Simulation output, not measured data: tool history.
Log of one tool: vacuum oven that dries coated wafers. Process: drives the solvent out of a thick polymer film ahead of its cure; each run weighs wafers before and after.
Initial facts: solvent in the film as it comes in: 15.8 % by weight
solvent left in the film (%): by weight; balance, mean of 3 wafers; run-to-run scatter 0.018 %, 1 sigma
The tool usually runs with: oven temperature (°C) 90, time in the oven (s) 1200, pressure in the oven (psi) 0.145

{"run": 1, "hour": 0.0, "oven temperature (°C)": 90, "time in the oven (s)": 1200, "pressure in the oven (psi)": 0.145, "solvent left in the film (%)": 0.73}
{"run": 2, "hour": 12.1, "oven temperature (°C)": 90, "time in the oven (s)": 1200, "pressure in the oven (psi)": 0.145, "solvent left in the film (%)": 0.7}
{"run": 3, "hour": 26.1, "oven temperature (°C)": 94, "time in the oven (s)": 1200, "pressure in the oven (psi)": 0.145, "solvent left in the film (%)": 0.43}
{"run": 4, "hour": 42.7, "oven temperature (°C)": 94, "time in the oven (s)": 1200, "pressure in the oven (psi)": 0.145, "solvent left in the film (%)": 0.44}
{"run": 5, "hour": 54.2, "oven temperature (°C)": 94, "time in the oven (s)": 1200, "pressure in the oven (psi)": 0.145, "solvent left in the film (%)": 0.4}
{"run": 6, "hour": 78.0, "oven temperature (°C)": 94, "time in the oven (s)": 1200, "pressure in the oven (psi)": 0.145, "solvent left in the film (%)": 0.44}
{"run": 7, "hour": 94.5, "oven temperature (°C)": 94, "time in the oven (s)": 1200, "pressure in the oven (psi)": 0.145, "solvent left in the film (%)": 0.42}
{"run": 8, "hour": 108.0, "oven temperature (°C)": 94, "time in the oven (s)": 1200, "pressure in the oven (psi)": 0.145, "solvent left in the film (%)": 0.42}
{"run": 9, "hour": 125.8, "oven temperature (°C)": 94, "time in the oven (s)": 1200, "pressure in the oven (psi)": 0.145, "solvent left in the film (%)": 0.42}
{"run": 10, "hour": 137.8, "oven temperature (°C)": 90, "time in the oven (s)": 1680, "pressure in the oven (psi)": 0.145, "solvent left in the film (%)": 0.45}
{"run": 11, "hour": 154.6, "oven temperature (°C)": 90, "time in the oven (s)": 1680, "pressure in the oven (psi)": 0.145, "solvent left in the film (%)": 0.47}
{"run": 12, "hour": 167.2, "oven temperature (°C)": 90, "time in the oven (s)": 1680, "pressure in the oven (psi)": 0.145, "solvent left in the film (%)": 0.49}
{"run": 13, "hour": 185.1, "oven temperature (°C)": 90, "time in the oven (s)": 1680, "pressure in the oven (psi)": 0.145, "solvent left in the film (%)": 0.47}
{"run": 14, "hour": 199.1, "oven temperature (°C)": 90, "time in the oven (s)": 1020, "pressure in the oven (psi)": 0.145, "solvent left in the film (%)": 0.95}
{"run": 15, "hour": 210.0, "oven temperature (°C)": 90, "time in the oven (s)": 1020, "pressure in the oven (psi)": 0.145, "solvent left in the film (%)": 0.94}
{"run": 16, "hour": 230.3, "oven temperature (°C)": 90, "time in the oven (s)": 1020, "pressure in the oven (psi)": 0.145, "solvent left in the film (%)": 0.95}
{"run": 17, "hour": 256.0, "oven temperature (°C)": 90, "time in the oven (s)": 1020, "pressure in the oven (psi)": 0.145, "solvent left in the film (%)": 0.89}
{"run": 18, "hour": 270.1, "oven temperature (°C)": 90, "time in the oven (s)": 1020, "pressure in the oven (psi)": 0.145, "solvent left in the film (%)": 0.93}
{"run": 19, "hour": 289.2, "oven temperature (°C)": 90, "time in the oven (s)": 1200, "pressure in the oven (psi)": 0.439, "solvent left in the film (%)": 1.41}
{"run": 20, "hour": 311.1, "oven temperature (°C)": 90, "time in the oven (s)": 1200, "pressure in the oven (psi)": 0.439, "solvent left in the film (%)": 1.41}
{"run": 21, "hour": 332.3, "oven temperature (°C)": 90, "time in the oven (s)": 1140, "pressure in the oven (psi)": 0.145, "solvent left in the film (%)": 0.75}
{"run": 22, "hour": 343.4, "oven temperature (°C)": 90, "time in the oven (s)": 1140, "pressure in the oven (psi)": 0.145, "solvent left in the film (%)": 0.78}
{"run": 23, "hour": 365.9, "oven temperature (°C)": 90, "time in the oven (s)": 1200, "pressure in the oven (psi)": 0.145, "solvent left in the film (%)": 0.71}
{"run": 24, "hour": 382.1, "oven temperature (°C)": 90, "time in the oven (s)": 1320, "pressure in the oven (psi)": 0.425, "solvent left in the film (%)": 1.28}
{"run": 25, "hour": 404.8, "oven temperature (°C)": 89, "time in the oven (s)": 1020, "pressure in the oven (psi)": 0.104, "solvent left in the film (%)": 0.94}
{"run": 26, "hour": 428.8, "oven temperature (°C)": 99, "time in the oven (s)": 1500, "pressure in the oven (psi)": 0.347, "solvent left in the film (%)": 0.65}
{"run": 27, "hour": 450.1, "oven temperature (°C)": 99, "time in the oven (s)": 1500, "pressure in the oven (psi)": 0.347, "solvent left in the film (%)": 0.62}
{"run": 28, "hour": 473.6, "oven temperature (°C)": 99, "time in the oven (s)": 900, "pressure in the oven (psi)": 0.383, "solvent left in the film (%)": 0.8}
{"run": 29, "hour": 487.6, "oven temperature (°C)": 99, "time in the oven (s)": 900, "pressure in the oven (psi)": 0.383, "solvent left in the film (%)": 0.78}
{"run": 30, "hour": 499.2, "oven temperature (°C)": 99, "time in the oven (s)": 900, "pressure in the oven (psi)": 0.383, "solvent left in the film (%)": 0.79}
{"run": 31, "hour": 516.5, "oven temperature (°C)": 90, "time in the oven (s)": 1200, "pressure in the oven (psi)": 0.096, "solvent left in the film (%)": 0.56}
{"run": 32, "hour": 530.4, "oven temperature (°C)": 90, "time in the oven (s)": 1200, "pressure in the oven (psi)": 0.096, "solvent left in the film (%)": 0.57}
{"hour": 533.5, "done": "oven's thermocouples calibrated"}
{"run": 33, "hour": 555.8, "oven temperature (°C)": 90, "time in the oven (s)": 1200, "pressure in the oven (psi)": 0.096, "solvent left in the film (%)": 0.49}
{"run": 34, "hour": 572.6, "oven temperature (°C)": 104, "time in the oven (s)": 1200, "pressure in the oven (psi)": 0.096, "solvent left in the film (%)": 0.17}
{"run": 35, "hour": 589.0, "oven temperature (°C)": 95, "time in the oven (s)": 660, "pressure in the oven (psi)": 0.096, "solvent left in the film (%)": 0.7}
{"hour": 607.3, "done": "oven's thermocouples calibrated, once more"}
{"run": 36, "hour": 608.9, "oven temperature (°C)": 77, "time in the oven (s)": 1020, "pressure in the oven (psi)": 0.107, "solvent left in the film (%)": 5.12}
{"run": 37, "hour": 624.1, "oven temperature (°C)": 77, "time in the oven (s)": 1020, "pressure in the oven (psi)": 0.107, "solvent left in the film (%)": 5.15}
{"run": 38, "hour": 638.3, "oven temperature (°C)": 87, "time in the oven (s)": 1200, "pressure in the oven (psi)": 0.145, "solvent left in the film (%)": 1.54}
{"run": 39, "hour": 649.5, "oven temperature (°C)": 87, "time in the oven (s)": 1200, "pressure in the oven (psi)": 0.145, "solvent left in the film (%)": 1.53}
{"run": 40, "hour": 662.9, "oven temperature (°C)": 90, "time in the oven (s)": 960, "pressure in the oven (psi)": 0.289, "solvent left in the film (%)": 1.83}
{"run": 41, "hour": 675.1, "oven temperature (°C)": 90, "time in the oven (s)": 960, "pressure in the oven (psi)": 0.289, "solvent left in the film (%)": 1.85}
{"run": 42, "hour": 700.9, "oven temperature (°C)": 84, "time in the oven (s)": 1140, "pressure in the oven (psi)": 0.522, "solvent left in the film (%)": 3.54}
{"run": 43, "hour": 726.1, "oven temperature (°C)": 90, "time in the oven (s)": 1320, "pressure in the oven (psi)": 0.223, "solvent left in the film (%)": 1.06}
{"run": 44, "hour": 736.9, "oven temperature (°C)": 90, "time in the oven (s)": 1320, "pressure in the oven (psi)": 0.223, "solvent left in the film (%)": 1.06}
{"run": 45, "hour": 750.8, "oven temperature (°C)": 90, "time in the oven (s)": 1320, "pressure in the oven (psi)": 0.223, "solvent left in the film (%)": 1.01}
{"run": 46, "hour": 770.7, "oven temperature (°C)": 90, "time in the oven (s)": 1260, "pressure in the oven (psi)": 0.17, "solvent left in the film (%)": 0.98}

Below are 4 alternative next runs, each starting from the tool's condition after run 46. Predict each:
{"run": "A", "hour": 784.3, "oven temperature (°C)": 90, "time in the oven (s)": 900, "pressure in the oven (psi)": 0.094, "solvent left in the film (%)": "?"}
{"run": "B", "hour": 784.3, "oven temperature (°C)": 83, "time in the oven (s)": 1320, "pressure in the oven (psi)": 0.145, "solvent left in the film (%)": "?"}
{"run": "C", "hour": 784.3, "oven temperature (°C)": 91, "time in the oven (s)": 1200, "pressure in the oven (psi)": 0.145, "solvent left in the film (%)": "?"}
{"run": "D", "hour": 784.3, "oven temperature (°C)": 105, "time in the oven (s)": 1800, "pressure in the oven (psi)": 0.296, "solvent left in the film (%)": "?"}

run=A solvent_left_in_the_film_(%)=1.48
run=B solvent_left_in_the_film_(%)=2.16
run=C solvent_left_in_the_film_(%)=0.86
run=D solvent_left_in_the_film_(%)=0.47
Take away the tool's hidden state, keep each run's random variation, and the runs would have read:
run=A solvent_left_in_the_film_(%)=1.37
run=B solvent_left_in_the_film_(%)=2.02
run=C solvent_left_in_the_film_(%)=0.78
run=D solvent_left_in_the_film_(%)=0.44

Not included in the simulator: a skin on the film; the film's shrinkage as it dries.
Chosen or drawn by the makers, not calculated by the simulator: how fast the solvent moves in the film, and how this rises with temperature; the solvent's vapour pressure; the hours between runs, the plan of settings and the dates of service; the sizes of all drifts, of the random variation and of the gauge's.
